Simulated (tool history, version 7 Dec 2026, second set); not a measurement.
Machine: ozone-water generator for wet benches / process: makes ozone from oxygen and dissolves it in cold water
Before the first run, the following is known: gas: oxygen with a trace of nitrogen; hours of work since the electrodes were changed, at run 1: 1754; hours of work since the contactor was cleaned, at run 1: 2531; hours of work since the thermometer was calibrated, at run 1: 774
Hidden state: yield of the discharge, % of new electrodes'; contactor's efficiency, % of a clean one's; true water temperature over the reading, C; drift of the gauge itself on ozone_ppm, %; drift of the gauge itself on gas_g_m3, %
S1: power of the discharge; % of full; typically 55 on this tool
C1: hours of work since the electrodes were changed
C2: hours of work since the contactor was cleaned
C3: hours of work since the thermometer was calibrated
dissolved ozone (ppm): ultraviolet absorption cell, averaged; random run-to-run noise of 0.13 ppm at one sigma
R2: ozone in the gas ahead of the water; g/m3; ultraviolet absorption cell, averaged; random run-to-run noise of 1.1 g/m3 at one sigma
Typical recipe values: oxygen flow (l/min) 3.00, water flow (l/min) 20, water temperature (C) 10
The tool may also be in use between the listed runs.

run 1 hour=0.0 | S1=55 oxygen_flow_(l/min)=3.00 water_flow_(l/min)=20 water_temperature_(C)=10 | C1=1754 C2=2531 C3=774 | dissolved_ozone_(ppm)=12.3 R2=197.4
run 2 hour=76.2 | S1=55 oxygen_flow_(l/min)=3.00 water_flow_(l/min)=20 water_temperature_(C)=10 | C1=1825 C2=2602 C3=845 | dissolved_ozone_(ppm)=12.4 R2=196.6
run 3 hour=120.6 | S1=55 oxygen_flow_(l/min)=3.00 water_flow_(l/min)=30 water_temperature_(C)=10 | C1=1866 C2=2643 C3=886 | dissolved_ozone_(ppm)=7.4 R2=198.4
run 4 hour=164.8 | S1=55 oxygen_flow_(l/min)=3.00 water_flow_(l/min)=20 water_temperature_(C)=10 | C1=1907 C2=2684 C3=927 | dissolved_ozone_(ppm)=12.5 R2=197.0
run 5 hour=213.5 | S1=55 oxygen_flow_(l/min)=3.00 water_flow_(l/min)=20 water_temperature_(C)=10 | C1=1953 C2=2729 C3=973 | dissolved_ozone_(ppm)=12.5 R2=195.4
run 6 hour=281.3 | S1=55 oxygen_flow_(l/min)=3.00 water_flow_(l/min)=20 water_temperature_(C)=10 | C1=2016 C2=2792 C3=1036 | dissolved_ozone_(ppm)=12.7 R2=197.0
run 7 hour=326.8 | S1=55 oxygen_flow_(l/min)=3.00 water_flow_(l/min)=20 water_temperature_(C)=10 | C1=2058 C2=2835 C3=1078 | dissolved_ozone_(ppm)=12.5 R2=196.7
run 8 hour=360.7 | S1=55 oxygen_flow_(l/min)=4.08 water_flow_(l/min)=20 water_temperature_(C)=10 | C1=2089 C2=2866 C3=1109 | dissolved_ozone_(ppm)=13.9 R2=178.3
run 9 hour=406.5 | S1=55 oxygen_flow_(l/min)=4.08 water_flow_(l/min)=20 water_temperature_(C)=6 | C1=2132 C2=2909 C3=1152 | dissolved_ozone_(ppm)=14.6 R2=178.7
run 10 hour=448.1 | S1=55 oxygen_flow_(l/min)=4.08 water_flow_(l/min)=20 water_temperature_(C)=6 | C1=2171 C2=2947 C3=1191 | dissolved_ozone_(ppm)=14.3 R2=176.6
run 11 hour=495.7 | S1=55 oxygen_flow_(l/min)=4.08 water_flow_(l/min)=28 water_temperature_(C)=6 | C1=2215 C2=2991 C3=1235 | dissolved_ozone_(ppm)=9.7 R2=177.6
run 12 hour=540.2 | S1=55 oxygen_flow_(l/min)=2.02 water_flow_(l/min)=25 water_temperature_(C)=10 | C1=2256 C2=3033 C3=1276 | dissolved_ozone_(ppm)=7.8 R2=222.4
run 13 hour=617.0 | S1=55 oxygen_flow_(l/min)=2.02 water_flow_(l/min)=25 water_temperature_(C)=10 | C1=2327 C2=3104 C3=1348 | dissolved_ozone_(ppm)=7.6 R2=220.8
run 14 hour=686.9 | S1=55 oxygen_flow_(l/min)=1.85 water_flow_(l/min)=18 water_temperature_(C)=10 | C1=2392 C2=3169 C3=1412 | dissolved_ozone_(ppm)=11.2 R2=226.9
run 15 hour=726.4 | S1=73 oxygen_flow_(l/min)=1.85 water_flow_(l/min)=18 water_temperature_(C)=10 | C1=2429 C2=3206 C3=1449 | dissolved_ozone_(ppm)=13.2 R2=272.3
run 16 hour=775.7 | S1=90 oxygen_flow_(l/min)=3.00 water_flow_(l/min)=20 water_temperature_(C)=10 | C1=2475 C2=3251 C3=1495 | dissolved_ozone_(ppm)=16.8 R2=269.5
run 17 hour=810.6 | S1=55 oxygen_flow_(l/min)=2.86 water_flow_(l/min)=20 water_temperature_(C)=10 | C1=2507 C2=3284 C3=1527 | dissolved_ozone_(ppm)=11.8 R2=197.6

Selected run-to-run steps in dissolved ozone (ppm), each split into two signed amounts: the part the tool would show with no hidden state at all (from settings, incoming material and random variation), and the remainder, which goes to the hidden state together with any gauge scatter not common to the measured and the hidden-state-free results:
Run 3 -> 4: water flow (l/min) 30 -> 20. dissolved ozone (ppm) +5.1: hidden state -0.3, all else +5.4.
Run 16 -> 17: S1 90 -> 55, oxygen flow (l/min) 3.00 -> 2.86. dissolved ozone (ppm) -5.0: hidden state +0.7, all else -5.7.
